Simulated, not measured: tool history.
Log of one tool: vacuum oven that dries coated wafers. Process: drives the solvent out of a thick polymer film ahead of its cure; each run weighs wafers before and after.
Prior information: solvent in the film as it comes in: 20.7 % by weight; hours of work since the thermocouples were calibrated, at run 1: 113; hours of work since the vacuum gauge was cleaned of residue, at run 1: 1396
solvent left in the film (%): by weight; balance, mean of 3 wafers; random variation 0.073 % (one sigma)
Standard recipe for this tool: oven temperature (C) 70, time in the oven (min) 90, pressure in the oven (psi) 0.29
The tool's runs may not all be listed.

run    hour  oven temperature (C)  time in the oven (min)  pressure in the oven (psi)  hours of work since the thermocouples were calibrated  hours of work since the vacuum gauge was cleaned of residue  solvent left in the film (%)
  1       0                    70                      90                        0.29                                                    113                                                         1396                           5.3
  2    99.3                    70                      90                        0.29                                                    177                                                         1460                          5.24
  3   201.3                    70                      90                        0.29                                                    243                                                         1526                          5.21
  4   314.8                    70                      90                        0.29                                                    316                                                         1600                          5.11
  5   398.1                    70                      90                        0.29                                                    370                                                         1654                          5.18
  6   488.9                    70                      90                        0.29                                                    429                                                         1712                          5.25
  7   557.1                    70                      90                        0.29                                                    473                                                         1756                          5.07
  8   613.9                    58                      90                        0.29                                                    509                                                         1793                         10.63
        693  -- vacuum gauge cleaned of residue and calibrated
  9   707.1                    70                      90                       0.171                                                    569                                                            9                           4.1
 10   794.8                    70                      90                       0.171                                                    625                                                           66                          3.97
 11   849.3                    70                      90                        0.29                                                    661                                                          101                          4.75
 12   950.1                    70                      90                        0.29                                                    726                                                          166                          4.66
      983.8  -- oven's thermocouples calibrated
 13  1073.5                    70                      51                        0.29                                                     58                                                          245                          8.11
 14  1157.4                    70                      51                        0.29                                                    112                                                          299                          8.16
 15  1226.9                    62                     118                       0.672                                                    157                                                          344                         10.46
 16    1346                    62                     118                       0.672                                                    234                                                          421                          10.2

Forecast run 17:
 17  1407.2                    76                      75                       0.522                                                    274                                                          460                             ?

{"run 17": {"solvent left in the film (%)": 4.79}}
Were there no unlogged condition in the tool, this run, its random variation unchanged, would have produced solvent left in the film (%) 5.01.
